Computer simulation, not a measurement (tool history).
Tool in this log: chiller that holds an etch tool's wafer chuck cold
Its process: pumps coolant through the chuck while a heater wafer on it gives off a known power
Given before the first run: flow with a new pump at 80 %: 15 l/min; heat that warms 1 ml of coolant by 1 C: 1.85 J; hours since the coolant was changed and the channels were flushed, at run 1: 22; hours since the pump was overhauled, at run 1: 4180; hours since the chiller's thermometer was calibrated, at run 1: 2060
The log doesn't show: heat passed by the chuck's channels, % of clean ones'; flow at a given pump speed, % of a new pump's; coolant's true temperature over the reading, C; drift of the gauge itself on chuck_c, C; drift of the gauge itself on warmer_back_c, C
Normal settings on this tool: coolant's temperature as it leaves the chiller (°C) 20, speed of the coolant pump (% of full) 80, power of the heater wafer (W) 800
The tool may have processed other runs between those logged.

run	day	coolant's temperature as it leaves the chiller (°C)	speed of the coolant pump (% of full)	power of the heater wafer (W)	hours since the coolant was changed and the channels were flushed	hours since the pump was overhauled	hours since the chiller's thermometer was calibrated	chuck's temperature once it has settled (°C)	how much warmer the coolant comes back (C)
1	0	20	80	800	22	4180	2060	25	1.82
2	6.158	20	80	800	169	4328	2208	25.3	1.92
3	10.188	20	80	800	266	4425	2304	25.3	1.89
4	16.392	20	80	800	415	4574	2453	25.2	1.91
5	20.05	20	80	539	503	4662	2541	23.7	1.3
6	27.238	20	80	539	675	4834	2714	23.8	1.24
7	35.596	20	68	800	876	5035	2914	26	2.34
8	40.104	20	68	800	984	5143	3022	26	2.32
9	44.429	20	80	800	1088	5247	3126	25.3	1.91
10	49.292	20	80	800	1205	5363	3243	25.4	1.94
11	55.467	20	80	800	1353	5512	3391	25.2	1.85
12	59.546	20	80	800	1451	5609	3489	25.6	1.95
13	68.046	20	80	800	1655	5814	3693	25.7	1.89
14	71.754	20	80	800	1744	5903	3782	25.6	1.99
15	77.025	20	80	800	1870	6029	3909	25.6	1.95
# day 81.05: chiller's thermometer calibrated
16	85.025	18	80	977	2061	6220	95	24.6	2.36
17	89.121	28	80	800	2159	6318	194	33.3	1.9
18	96.912	20	80	487	2346	6505	381	23.5	1.18
19	104.642	20	70	831	2532	6691	566	26.5	2.37
20	112.333	20	70	831	2717	6875	751	26	2.41
21	117.333	11	93	800	2837	6995	871	16.1	1.61
22	121.354	20	74	800	2933	7092	967	25.9	2.14
23	128.371	20	74	656	3101	7260	1136	24.8	1.76
24	135.754	20	74	656	3279	7438	1313	24.8	1.84
25	140.812	20	94	559	3400	7559	1434	23.5	1.16
26	147.929	12	80	800	3571	7730	1605	17.8	2
27	156.154	14	72	647	3768	7927	1803	19.1	1.84
28	162.55	14	72	647	3922	8081	1956	18.9	1.83
29	166.346	14	94	647	4013	8172	2047	18.5	1.4
30	171.029	14	94	647	4125	8284	2160	18.4	1.38

For each entry between runs, how does the tool's hidden state at the last listed run before it compare with that at the first listed run after it?
Logged between run 15 and run 16: chiller's thermometer calibrated (day 81.05)
  heat passed by the chuck's channels, % of clean ones': 96.2 -> 95.9; flow at a given pump speed, % of a new pump's: 88.4 -> 88; coolant's true temperature over the reading, C: 0.2 -> -0.02
  measured value less the no-hidden-state value, chuck's temperature once it has settled (°C): +0.7 -> +0.6; how much warmer the coolant comes back (C): +0.23 -> +0.29
